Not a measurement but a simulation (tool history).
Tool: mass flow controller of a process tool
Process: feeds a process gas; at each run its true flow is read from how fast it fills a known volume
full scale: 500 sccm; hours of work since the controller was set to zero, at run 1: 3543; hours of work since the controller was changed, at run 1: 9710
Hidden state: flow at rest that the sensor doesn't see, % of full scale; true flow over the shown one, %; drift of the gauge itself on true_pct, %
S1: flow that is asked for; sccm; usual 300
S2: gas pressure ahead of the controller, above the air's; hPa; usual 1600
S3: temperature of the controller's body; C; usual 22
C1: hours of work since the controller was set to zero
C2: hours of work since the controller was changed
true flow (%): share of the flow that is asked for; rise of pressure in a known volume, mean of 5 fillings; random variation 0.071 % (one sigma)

run 1 hour=0 | S1=300 S2=1600 S3=22 | C1=3543 C2=9710 | true_flow_(%)=99.58
run 2 hour=226.7 | S1=300 S2=1600 S3=22 | C1=3651 C2=9819 | true_flow_(%)=99.46
-- hour=352.9 controller exchanged for a calibrated one
run 3 hour=717.1 | S1=300 S2=1600 S3=22 | C1=174 C2=174 | true_flow_(%)=99.86
run 4 hour=1163.1 | S1=300 S2=1600 S3=33 | C1=388 C2=388 | true_flow_(%)=99.58
run 5 hour=1613.4 | S1=300 S2=1600 S3=33 | C1=603 C2=603 | true_flow_(%)=99.57
run 6 hour=1902.7 | S1=300 S2=1600 S3=33 | C1=741 C2=741 | true_flow_(%)=99.84
run 7 hour=2327.1 | S1=300 S2=1600 S3=33 | C1=944 C2=944 | true_flow_(%)=99.99
run 8 hour=2563.1 | S1=325 S2=1600 S3=22 | C1=1057 C2=1057 | true_flow_(%)=100.91
run 9 hour=3021.5 | S1=300 S2=1600 S3=22 | C1=1277 C2=1277 | true_flow_(%)=101.04
run 10 hour=3273.8 | S1=184 S2=1600 S3=27 | C1=1397 C2=1397 | true_flow_(%)=100.46
run 11 hour=3681.8 | S1=288 S2=1410 S3=26 | C1=1593 C2=1593 | true_flow_(%)=101.15
run 12 hour=4003.2 | S1=308 S2=2240 S3=35 | C1=1746 C2=1746 | true_flow_(%)=101.11
run 13 hour=4292.9 | S1=308 S2=2240 S3=35 | C1=1885 C2=1885 | true_flow_(%)=101.17
run 14 hour=4623.9 | S1=244 S2=2350 S3=22 | C1=2043 C2=2043 | true_flow_(%)=101.88
run 15 hour=5083.1 | S1=115 S2=2270 S3=24 | C1=2263 C2=2263 | true_flow_(%)=101.59
run 16 hour=5584.5 | S1=118 S2=1570 S3=39 | C1=2503 C2=2503 | true_flow_(%)=100.84
-- hour=5798.5 gauge calibrated
run 17 hour=5990.9 | S1=118 S2=1570 S3=39 | C1=2697 C2=2697 | true_flow_(%)=98.26
run 18 hour=6482.2 | S1=300 S2=1600 S3=32 | C1=2932 C2=2932 | true_flow_(%)=99.3

Some steps in true flow (%) between neighbouring runs. How much of each would the tool show without its hidden state too (settings, what came in, random variation), and how much is left for the hidden state, with any gauge scatter that isn't in both results?
Run 16 -> 17: gauge calibrated. true flow (%) -2.58: hidden state -2.62, all else +0.04.

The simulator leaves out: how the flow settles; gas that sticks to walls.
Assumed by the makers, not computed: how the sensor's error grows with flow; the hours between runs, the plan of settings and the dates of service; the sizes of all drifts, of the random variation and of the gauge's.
